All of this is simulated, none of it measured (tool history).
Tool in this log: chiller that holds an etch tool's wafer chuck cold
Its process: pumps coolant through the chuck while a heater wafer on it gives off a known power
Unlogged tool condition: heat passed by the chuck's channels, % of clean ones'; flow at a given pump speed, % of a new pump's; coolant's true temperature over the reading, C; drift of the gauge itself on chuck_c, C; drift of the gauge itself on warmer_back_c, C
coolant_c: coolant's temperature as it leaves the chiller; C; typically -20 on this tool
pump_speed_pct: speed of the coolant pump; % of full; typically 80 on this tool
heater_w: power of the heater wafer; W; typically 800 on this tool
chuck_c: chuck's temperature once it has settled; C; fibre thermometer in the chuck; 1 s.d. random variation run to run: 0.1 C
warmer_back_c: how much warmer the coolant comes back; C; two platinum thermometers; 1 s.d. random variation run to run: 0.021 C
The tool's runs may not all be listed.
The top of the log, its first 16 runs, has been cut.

| run | hour | coolant_c | pump_speed_pct | heater_w | hours since the coolant was changed and the channels were flushed | hours since the pump was overhauled | hours since the chiller's thermometer was calibrated | chuck_c | warmer_back_c |
|---|---|---|---|---|---|---|---|---|---|
| 17 | 1350.4 | -20 | 80 | 800 | 758 | 5541 | 2702 | -11.5 | 1.98 |
| 18 | 1428.6 | -20 | 80 | 1006 | 836 | 5619 | 2780 | -9.3 | 2.53 |
| 19 | 1510.0 | -20 | 77 | 995 | 917 | 5700 | 2862 | -9.3 | 2.57 |
| 20 | 1564.8 | -17 | 97 | 800 | 972 | 5755 | 2917 | -9.9 | 1.64 |
|  | 1572.1 | chiller's thermometer calibrated |
| 21 | 1639.8 | -28 | 80 | 897 | 1046 | 5829 | 68 | -18.4 | 2.19 |
| 22 | 1751.9 | -28 | 80 | 897 | 1158 | 5941 | 180 | -18.5 | 2.21 |
| 23 | 1838.7 | -27 | 79 | 506 | 1245 | 6028 | 267 | -21.5 | 1.27 |
| 24 | 1897.0 | -26 | 66 | 796 | 1303 | 6086 | 325 | -16.1 | 2.38 |
| 25 | 2005.2 | -30 | 88 | 1077 | 1412 | 6195 | 433 | -19.5 | 2.48 |
| 26 | 2092.0 | -10 | 88 | 926 | 1498 | 6281 | 520 | -0.7 | 2.07 |
| 27 | 2153.1 | -10 | 88 | 926 | 1560 | 6343 | 581 | -1.0 | 2.07 |
| 28 | 2272.3 | -19 | 88 | 1136 | 1679 | 6462 | 700 | -8.0 | 2.61 |
| 29 | 2348.4 | -19 | 88 | 959 | 1755 | 6538 | 776 | -9.6 | 2.16 |
| 30 | 2440.3 | -19 | 88 | 959 | 1847 | 6630 | 868 | -9.4 | 2.17 |
| 31 | 2513.6 | -18 | 80 | 636 | 1920 | 6703 | 941 | -11.4 | 1.59 |

Branching from run 31: 3 alternative next runs. What would each branch give?
| A | 2629.4 | -18 | 80 | 569 | 2036 | 6819 | 1057 | ? | ? |
| B | 2629.4 | -26 | 68 | 612 | 2036 | 6819 | 1057 | ? | ? |
| C | 2629.4 | -20 | 92 | 556 | 2036 | 6819 | 1057 | ? | ? |

| run | chuck_c | warmer_back_c |
|---|---|---|
| A | -11.9 | 1.46 |
| B | -18.6 | 1.78 |
| C | -14.8 | 1.21 |
The same runs, with their run-to-run variation unchanged, on a tool lacking any hidden condition would have given:
| run | chuck_c | warmer_back_c |
|---|---|---|
| A | -11.9 | 1.46 |
| B | -18.6 | 1.78 |
| C | -14.8 | 1.21 |

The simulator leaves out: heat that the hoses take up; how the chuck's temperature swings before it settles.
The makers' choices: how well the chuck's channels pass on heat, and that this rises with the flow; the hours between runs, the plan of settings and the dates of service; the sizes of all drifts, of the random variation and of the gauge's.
